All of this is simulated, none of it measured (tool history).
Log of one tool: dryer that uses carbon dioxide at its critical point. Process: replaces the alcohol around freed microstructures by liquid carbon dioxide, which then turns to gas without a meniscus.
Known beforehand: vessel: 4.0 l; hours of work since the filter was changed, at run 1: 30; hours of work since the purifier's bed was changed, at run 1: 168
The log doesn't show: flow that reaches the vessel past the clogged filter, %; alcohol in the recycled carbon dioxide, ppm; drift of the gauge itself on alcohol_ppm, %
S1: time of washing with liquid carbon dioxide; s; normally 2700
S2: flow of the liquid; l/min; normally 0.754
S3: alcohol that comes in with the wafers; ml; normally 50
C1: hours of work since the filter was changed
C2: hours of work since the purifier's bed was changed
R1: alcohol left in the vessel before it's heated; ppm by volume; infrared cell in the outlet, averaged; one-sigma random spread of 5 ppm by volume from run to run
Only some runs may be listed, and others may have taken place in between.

run 1 day=0 | S1=2700 S2=0.754 S3=50 | C1=30 C2=168 | R1=41
run 2 day=0.988 | S1=2700 S2=0.762 S3=50 | C1=43 C2=182 | R1=55
run 3 day=2.721 | S1=2700 S2=0.762 S3=50 | C1=67 C2=205 | R1=60
run 4 day=3.6 | S1=2700 S2=1.113 S3=50 | C1=79 C2=217 | R1=49
run 5 day=5.55 | S1=2700 S2=1.113 S3=50 | C1=106 C2=244 | R1=61
run 6 day=7.512 | S1=2700 S2=1.113 S3=50 | C1=133 C2=271 | R1=59
run 7 day=9.425 | S1=2700 S2=0.754 S3=30 | C1=159 C2=297 | R1=64
run 8 day=11.371 | S1=2700 S2=0.754 S3=30 | C1=185 C2=324 | R1=78
run 9 day=12.908 | S1=2700 S2=0.754 S3=30 | C1=207 C2=345 | R1=84
run 10 day=14.317 | S1=3900 S2=0.93 S3=65 | C1=226 C2=364 | R1=85
run 11 day=15.683 | S1=1860 S2=0.754 S3=28 | C1=245 C2=383 | R1=121
run 12 day=16.608 | S1=3240 S2=0.754 S3=50 | C1=257 C2=396 | R1=90
-- day=16.908 inlet filter changed
run 13 day=18.042 | S1=3240 S2=1.063 S3=51 | C1=16 C2=415 | R1=85
run 14 day=19.979 | S1=1680 S2=0.754 S3=42 | C1=42 C2=441 | R1=159
run 15 day=21.2 | S1=3240 S2=0.897 S3=52 | C1=59 C2=458 | R1=109
run 16 day=22.408 | S1=2700 S2=0.754 S3=47 | C1=75 C2=475 | R1=105
run 17 day=23.821 | S1=1740 S2=1.143 S3=30 | C1=95 C2=494 | R1=117

Same runs, no hidden state in the tool, same run-to-run variation:
run=1 R1=6
run=2 R1=16
run=3 R1=15
run=4 R1=2
run=5 R1=8
run=6 R1=2
run=7 R1=0
run=8 R1=8
run=9 R1=7
run=10 R1=7
run=11 R1=30
run=12 R1=4
run=13 R1=0
run=14 R1=60
run=15 R1=8
run=16 R1=2
run=17 R1=10

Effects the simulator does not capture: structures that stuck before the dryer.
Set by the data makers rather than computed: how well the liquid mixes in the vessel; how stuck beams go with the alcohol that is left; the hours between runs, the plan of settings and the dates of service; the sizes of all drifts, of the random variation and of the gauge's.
